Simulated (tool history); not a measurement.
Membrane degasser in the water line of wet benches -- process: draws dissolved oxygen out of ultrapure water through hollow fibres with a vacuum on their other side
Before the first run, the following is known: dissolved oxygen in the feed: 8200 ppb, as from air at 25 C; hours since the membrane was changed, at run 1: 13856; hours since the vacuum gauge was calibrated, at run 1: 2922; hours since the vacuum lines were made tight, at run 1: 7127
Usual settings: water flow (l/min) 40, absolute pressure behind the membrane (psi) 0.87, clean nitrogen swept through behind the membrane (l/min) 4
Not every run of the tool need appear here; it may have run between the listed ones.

run,day,water flow (l/min),absolute pressure behind the membrane (psi),clean nitrogen swept through behind the membrane (l/min),hours since the membrane was changed,hours since the vacuum gauge was calibrated,hours since the vacuum lines were made tight,dissolved oxygen in the water behind the degasser (ppb),pressure that the water loses in the fibres (psi)
1,0,40,0.87,4,13856,2922,7127,80.1,9.063
2,8.621,40,0.87,4,14063,3129,7333,79.3,9.075
3,15.142,40,1.001,4,14220,3286,7490,100.9,9.075
4,22.771,40,0.87,4,14403,3469,7673,80.7,9.078
# day 26.617: vacuum gauge calibrated
5,37.538,39,0.87,4,14757,262,8027,76.4,8.878
6,45.633,39,0.87,4,14951,456,8221,76.8,8.85
7,53.317,26,0.87,4,15136,641,8406,45.6,5.902
8,61.358,26,0.87,4,15329,834,8599,45,5.968
9,69.65,26,0.87,4,15528,1033,8798,45.9,5.997
10,82.917,40,0.87,4,15846,1351,9116,81.8,9.178
11,97.846,40,0.87,4,16204,1709,9474,80.8,9.213
12,112.629,40,0.87,4,16559,2064,9829,81.2,9.242
13,118.988,40,0.87,4,16712,2217,9982,81.6,9.243
# day 124.758: seals of the vacuum lines changed
14,132.858,40,0.87,4,17043,2548,194,81.2,9.237
15,140.183,40,0.87,4,17218,2724,370,80.8,9.187
16,147.946,26,0.87,4,17405,2910,556,45.2,6.012
17,154.096,34,1.533,1.72,17552,3057,704,322.6,7.865
18,168.979,41,2.097,4,17910,3415,1061,281.5,9.446
# day 175.096: vacuum gauge calibrated
19,175.096,41,2.097,4,18056,0,1208,279.5,9.512
20,185.117,41,2.097,4,18296,241,1448,283.6,9.522
21,192.642,57,2.097,6.87,18477,421,1629,295.4,13.303
22,204.604,53,0.618,6.87,18764,708,1916,79.6,12.328
23,215.538,53,0.618,6.87,19026,971,2178,81.6,12.417
24,228.158,29,0.963,3.53,19329,1274,2481,71.7,6.812
25,238.712,36,2.036,10.45,19583,1527,2734,101.6,8.457
26,251.988,36,2.036,10.45,19901,1845,3053,102.9,8.432
27,265.638,36,2.036,10.45,20229,2173,3381,100.8,8.475
28,279.929,45,0.821,2.98,20572,2516,3724,118.7,10.598
29,287.758,55,0.87,11.24,20760,2704,3911,105.9,12.978
30,300.4,40,0.87,5.58,21063,3007,4215,65.4,9.416
31,313.35,48,1.318,3.11,21374,3318,4526,248.5,11.374

Some steps in dissolved oxygen in the water behind the degasser (ppb), run to run, broken into two amounts with sign: the step expected even without the hidden condition (settings, incoming material, random variation), and the rest, left for the hidden condition together with whatever gauge scatter is not in both the measured and the hidden-condition-free result:
The hidden state here: membrane still open, %; true pressure behind the membrane over the reading, kPa; air that leaks in behind the membrane, l/min; drift of the gauge itself on oxygen_ppb, %; drift of the gauge itself on loss_of_pressure_kpa, %.
Run 16 -> 17: water flow (l/min) 26 -> 34, absolute pressure behind the membrane (psi) 0.87 -> 1.533, clean nitrogen swept through behind the membrane (l/min) 4 -> 1.72. dissolved oxygen in the water behind the degasser (ppb) +277.4: hidden state +4.8, all else +272.6.
Run 20 -> 21: water flow (l/min) 41 -> 57, clean nitrogen swept through behind the membrane (l/min) 4 -> 6.87. dissolved oxygen in the water behind the degasser (ppb) +11.8: hidden state +22.5, all else -10.7.
Run 21 -> 22: water flow (l/min) 57 -> 53, absolute pressure behind the membrane (psi) 2.097 -> 0.618. dissolved oxygen in the water behind the degasser (ppb) -215.8: hidden state -5.4, all else -210.4.
Run 23 -> 24: water flow (l/min) 53 -> 29, absolute pressure behind the membrane (psi) 0.618 -> 0.963, clean nitrogen swept through behind the membrane (l/min) 6.87 -> 3.53. dissolved oxygen in the water behind the degasser (ppb) -9.9: hidden state -24.9, all else +15.
Run 29 -> 30: water flow (l/min) 55 -> 40, clean nitrogen swept through behind the membrane (l/min) 11.24 -> 5.58. dissolved oxygen in the water behind the degasser (ppb) -40.5: hidden state -23.4, all else -17.1.
Run 30 -> 31: water flow (l/min) 40 -> 48, absolute pressure behind the membrane (psi) 0.87 -> 1.318, clean nitrogen swept through behind the membrane (l/min) 5.58 -> 3.11. dissolved oxygen in the water behind the degasser (ppb) +183.1: hidden state +13.6, all else +169.5.
